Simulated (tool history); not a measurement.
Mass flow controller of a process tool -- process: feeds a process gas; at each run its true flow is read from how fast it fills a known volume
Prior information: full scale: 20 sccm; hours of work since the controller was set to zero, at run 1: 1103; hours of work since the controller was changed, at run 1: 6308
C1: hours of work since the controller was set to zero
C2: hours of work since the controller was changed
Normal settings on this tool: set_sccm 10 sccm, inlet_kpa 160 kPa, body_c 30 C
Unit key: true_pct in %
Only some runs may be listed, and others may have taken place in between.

run 1 hour=0 | set_sccm=10 inlet_kpa=160 body_c=30 | C1=1103 C2=6308 | true_pct=100.04
run 2 hour=138.9 | set_sccm=10 inlet_kpa=160 body_c=30 | C1=1200 C2=6405 | true_pct=100.17
run 3 hour=369.2 | set_sccm=10 inlet_kpa=194 body_c=30 | C1=1361 C2=6567 | true_pct=100.11
run 4 hour=609 | set_sccm=10 inlet_kpa=160 body_c=30 | C1=1529 C2=6734 | true_pct=100.02
run 5 hour=718 | set_sccm=10 inlet_kpa=160 body_c=30 | C1=1605 C2=6811 | true_pct=99.91
run 6 hour=886.4 | set_sccm=10 inlet_kpa=261 body_c=30 | C1=1723 C2=6928 | true_pct=100.37
run 7 hour=987.6 | set_sccm=10 inlet_kpa=160 body_c=30 | C1=1793 C2=6999 | true_pct=100.12
run 8 hour=1148.4 | set_sccm=10 inlet_kpa=160 body_c=26 | C1=1906 C2=7112 | true_pct=99.96
run 9 hour=1365.8 | set_sccm=10 inlet_kpa=160 body_c=26 | C1=2058 C2=7264 | true_pct=99.84
run 10 hour=1554.5 | set_sccm=10 inlet_kpa=160 body_c=30 | C1=2190 C2=7396 | true_pct=100.07
run 11 hour=1758.3 | set_sccm=10 inlet_kpa=160 body_c=30 | C1=2333 C2=7538 | true_pct=100.12
run 12 hour=1963.7 | set_sccm=18 inlet_kpa=160 body_c=30 | C1=2476 C2=7682 | true_pct=100.21
-- hour=2054.9 controller exchanged for a calibrated one
run 13 hour=2079.1 | set_sccm=10 inlet_kpa=163 body_c=30 | C1=17 C2=17 | true_pct=100.05
run 14 hour=2321.5 | set_sccm=10 inlet_kpa=163 body_c=30 | C1=186 C2=186 | true_pct=100.09
run 15 hour=2536.2 | set_sccm=10 inlet_kpa=163 body_c=30 | C1=337 C2=337 | true_pct=100.04
run 16 hour=2721.3 | set_sccm=10 inlet_kpa=163 body_c=30 | C1=466 C2=466 | true_pct=100.11
run 17 hour=2856.6 | set_sccm=10 inlet_kpa=160 body_c=30 | C1=561 C2=561 | true_pct=100.02
run 18 hour=2977.3 | set_sccm=10 inlet_kpa=273 body_c=30 | C1=645 C2=645 | true_pct=100.35
run 19 hour=3173.9 | set_sccm=10 inlet_kpa=273 body_c=30 | C1=783 C2=783 | true_pct=100.49
run 20 hour=3281.6 | set_sccm=10 inlet_kpa=160 body_c=30 | C1=858 C2=858 | true_pct=100.13
run 21 hour=3507.7 | set_sccm=10 inlet_kpa=160 body_c=30 | C1=1016 C2=1016 | true_pct=99.96
run 22 hour=3671.8 | set_sccm=4 inlet_kpa=264 body_c=30 | C1=1131 C2=1131 | true_pct=100.22
run 23 hour=3908.1 | set_sccm=6 inlet_kpa=237 body_c=27 | C1=1296 C2=1296 | true_pct=100.09
run 24 hour=4067.4 | set_sccm=6 inlet_kpa=237 body_c=27 | C1=1408 C2=1408 | true_pct=100.04
run 25 hour=4286.8 | set_sccm=6 inlet_kpa=237 body_c=27 | C1=1561 C2=1561 | true_pct=99.97
run 26 hour=4453.7 | set_sccm=16 inlet_kpa=237 body_c=27 | C1=1678 C2=1678 | true_pct=100.15
run 27 hour=4651.9 | set_sccm=10 inlet_kpa=213 body_c=21 | C1=1817 C2=1817 | true_pct=99.73
run 28 hour=4873.9 | set_sccm=3 inlet_kpa=273 body_c=28 | C1=1972 C2=1972 | true_pct=100.22
run 29 hour=4982.9 | set_sccm=3 inlet_kpa=143 body_c=32 | C1=2048 C2=2048 | true_pct=100
run 30 hour=5123.3 | set_sccm=3 inlet_kpa=252 body_c=30 | C1=2147 C2=2147 | true_pct=100.37
run 31 hour=5307.9 | set_sccm=3 inlet_kpa=252 body_c=30 | C1=2276 C2=2276 | true_pct=100.37
run 32 hour=5471.3 | set_sccm=3 inlet_kpa=252 body_c=30 | C1=2390 C2=2390 | true_pct=100.37
run 33 hour=5685 | set_sccm=3 inlet_kpa=147 body_c=30 | C1=2540 C2=2540 | true_pct=99.74
run 34 hour=5901.3 | set_sccm=10 inlet_kpa=160 body_c=29 | C1=2691 C2=2691 | true_pct=100.06
run 35 hour=6125.3 | set_sccm=10 inlet_kpa=160 body_c=29 | C1=2848 C2=2848 | true_pct=99.98
run 36 hour=6321.3 | set_sccm=10 inlet_kpa=160 body_c=29 | C1=2985 C2=2985 | true_pct=100.05
run 37 hour=6516.3 | set_sccm=10 inlet_kpa=160 body_c=29 | C1=3121 C2=3121 | true_pct=100
run 38 hour=6632.9 | set_sccm=3 inlet_kpa=217 body_c=30 | C1=3203 C2=3203 | true_pct=100.03
run 39 hour=6817.4 | set_sccm=3 inlet_kpa=160 body_c=22 | C1=3332 C2=3332 | true_pct=99.42

Describe how what the log doesn't record of the tool's condition differs between the last listed run preceding each entry between runs and the first listed run following it.
From run 12 to run 13: controller exchanged for a calibrated one (hour 2054.9)
  flow at rest that the sensor doesn't see, % of full scale: -0.002 -> 0; true flow over the shown one, %: 0.03 -> 0
